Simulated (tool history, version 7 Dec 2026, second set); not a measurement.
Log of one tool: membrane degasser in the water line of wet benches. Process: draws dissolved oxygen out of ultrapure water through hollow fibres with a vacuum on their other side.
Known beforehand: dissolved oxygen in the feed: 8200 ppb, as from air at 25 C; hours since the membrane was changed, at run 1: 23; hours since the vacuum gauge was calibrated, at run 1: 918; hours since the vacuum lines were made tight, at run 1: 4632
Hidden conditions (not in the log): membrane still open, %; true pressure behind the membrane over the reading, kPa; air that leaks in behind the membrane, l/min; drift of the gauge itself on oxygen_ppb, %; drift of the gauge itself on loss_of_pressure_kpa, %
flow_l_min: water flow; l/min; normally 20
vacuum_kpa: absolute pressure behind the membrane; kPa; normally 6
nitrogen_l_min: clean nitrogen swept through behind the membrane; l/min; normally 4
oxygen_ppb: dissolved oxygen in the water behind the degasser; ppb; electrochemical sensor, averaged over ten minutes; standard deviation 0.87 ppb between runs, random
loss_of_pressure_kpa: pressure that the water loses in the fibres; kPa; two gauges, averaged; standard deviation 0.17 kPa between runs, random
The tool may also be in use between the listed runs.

| run | hour | flow_l_min | vacuum_kpa | nitrogen_l_min | hours since the membrane was changed | hours since the vacuum gauge was calibrated | hours since the vacuum lines were made tight | oxygen_ppb | loss_of_pressure_kpa |
|---|---|---|---|---|---|---|---|---|---|
| 1 | 0 | 20 | 6 | 4 | 23 | 918 | 4632 | 84.1 | 29.91 |
| 2 | 42.5 | 20 | 7.11 | 4 | 65 | 961 | 4675 | 96.5 | 30.16 |
| 3 | 99 | 25 | 6 | 4 | 122 | 1017 | 4731 | 136.1 | 37.17 |
| 4 | 149 | 20 | 6 | 2.47 | 172 | 1067 | 4781 | 101.8 | 29.67 |
| 5 | 190.9 | 20 | 6.67 | 4 | 213 | 1109 | 4823 | 94.1 | 30.45 |
| 6 | 248.4 | 20 | 6 | 7.3 | 271 | 1167 | 4881 | 68.8 | 29.94 |
| 7 | 283.5 | 20 | 6 | 2.57 | 306 | 1202 | 4916 | 102.9 | 29.74 |
| 8 | 364.8 | 20 | 6 | 2.57 | 387 | 1283 | 4997 | 100.8 | 29.69 |
| 9 | 406.6 | 22 | 6 | 4 | 429 | 1325 | 5039 | 105.6 | 33.07 |
| 10 | 441.5 | 20 | 3.67 | 4 | 464 | 1360 | 5074 | 56.2 | 30.09 |
| 11 | 497.2 | 20 | 3.67 | 4 | 520 | 1415 | 5130 | 55.7 | 29.75 |
| 12 | 547.5 | 20 | 6 | 2.17 | 570 | 1466 | 5180 | 114.3 | 30.22 |
| 13 | 591.3 | 20 | 6 | 2.17 | 614 | 1510 | 5224 | 114.1 | 30.38 |
| 14 | 629.5 | 20 | 6 | 4 | 652 | 1548 | 5262 | 85.9 | 29.94 |
|  | 699.6 | seals of the vacuum lines changed |
| 15 | 701.2 | 20 | 6 | 4 | 722 | 1617 | 2 | 87.8 | 30.37 |
| 16 | 774.9 | 20 | 6 | 4 | 795 | 1691 | 75 | 84.3 | 30.39 |
| 17 | 811 | 20 | 4.7 | 2.47 | 831 | 1727 | 111 | 82.1 | 29.61 |
| 18 | 857.7 | 20 | 4.7 | 3.44 | 878 | 1774 | 158 | 73.4 | 29.93 |
| 19 | 900.3 | 20 | 4.7 | 3.44 | 921 | 1816 | 201 | 71.8 | 29.84 |
| 20 | 934.9 | 20 | 4.7 | 3.44 | 955 | 1851 | 235 | 73.7 | 29.98 |
| 21 | 997.5 | 20 | 6 | 4 | 1018 | 1914 | 298 | 86.5 | 29.92 |
|  | 1005 | vacuum gauge calibrated |
| 22 | 1057.3 | 20 | 6.86 | 2.45 | 1077 | 52 | 357 | 123.9 | 30.3 |
| 23 | 1091.4 | 16 | 12.48 | 4 | 1111 | 86 | 391 | 115.6 | 24 |
| 24 | 1141.8 | 22 | 8.98 | 4 | 1162 | 137 | 442 | 145.7 | 33.04 |
|  | 1149.6 | vacuum gauge calibrated, once more |
| 25 | 1204 | 15 | 8.98 | 1.82 | 1224 | 54 | 503 | 130.2 | 22.65 |
| 26 | 1276.3 | 14 | 7.54 | 4 | 1296 | 127 | 576 | 51.2 | 21.25 |
| 27 | 1323.4 | 28 | 7.54 | 1.86 | 1343 | 174 | 623 | 273.8 | 42.11 |
| 28 | 1362 | 23 | 4 | 1.94 | 1381 | 212 | 661 | 100.1 | 34.66 |
| 29 | 1440.3 | 23 | 4 | 1.94 | 1460 | 291 | 740 | 98.7 | 34.95 |
| 30 | 1475.6 | 23 | 4 | 1.94 | 1495 | 326 | 775 | 98.8 | 34.36 |
| 31 | 1519.2 | 23 | 4 | 1.94 | 1539 | 370 | 819 | 99.4 | 34.37 |
| 32 | 1593.4 | 23 | 4 | 2.3 | 1613 | 444 | 893 | 96.3 | 34.49 |

Measured minus without-hidden-state, run by run (identical run-to-run variation in each term; gauge scatter may differ):
| run | oxygen_ppb | loss_of_pressure_kpa |
|---|---|---|
| 1 | +1.5 | +0.01 |
| 2 | +1.7 | +0.01 |
| 3 | +2.2 | +0.03 |
| 4 | +2.7 | +0.03 |
| 5 | +2.1 | +0.05 |
| 6 | +1.4 | +0.05 |
| 7 | +3.1 | +0.06 |
| 8 | +3.2 | +0.09 |
| 9 | +2.9 | +0.1 |
| 10 | +2.5 | +0.1 |
| 11 | +2.6 | +0.11 |
| 12 | +4.4 | +0.13 |
| 13 | +4.5 | +0.13 |
| 14 | +3.2 | +0.14 |
| 15 | +3.2 | +0.15 |
| 16 | +3.3 | +0.17 |
| 17 | +4.6 | +0.18 |
| 18 | +3.8 | +0.18 |
| 19 | +3.9 | +0.19 |
| 20 | +4 | +0.2 |
| 21 | +3.9 | +0.21 |
| 22 | +5.9 | +0.22 |
| 23 | +3.3 | +0.19 |
| 24 | +5.5 | +0.27 |
| 25 | +0.7 | +0.19 |
| 26 | +0.8 | +0.19 |
| 27 | +4.5 | +0.4 |
| 28 | +3.1 | +0.34 |
| 29 | +3.3 | +0.35 |
| 30 | +3.5 | +0.36 |
| 31 | +3.8 | +0.37 |
| 32 | +4 | +0.39 |

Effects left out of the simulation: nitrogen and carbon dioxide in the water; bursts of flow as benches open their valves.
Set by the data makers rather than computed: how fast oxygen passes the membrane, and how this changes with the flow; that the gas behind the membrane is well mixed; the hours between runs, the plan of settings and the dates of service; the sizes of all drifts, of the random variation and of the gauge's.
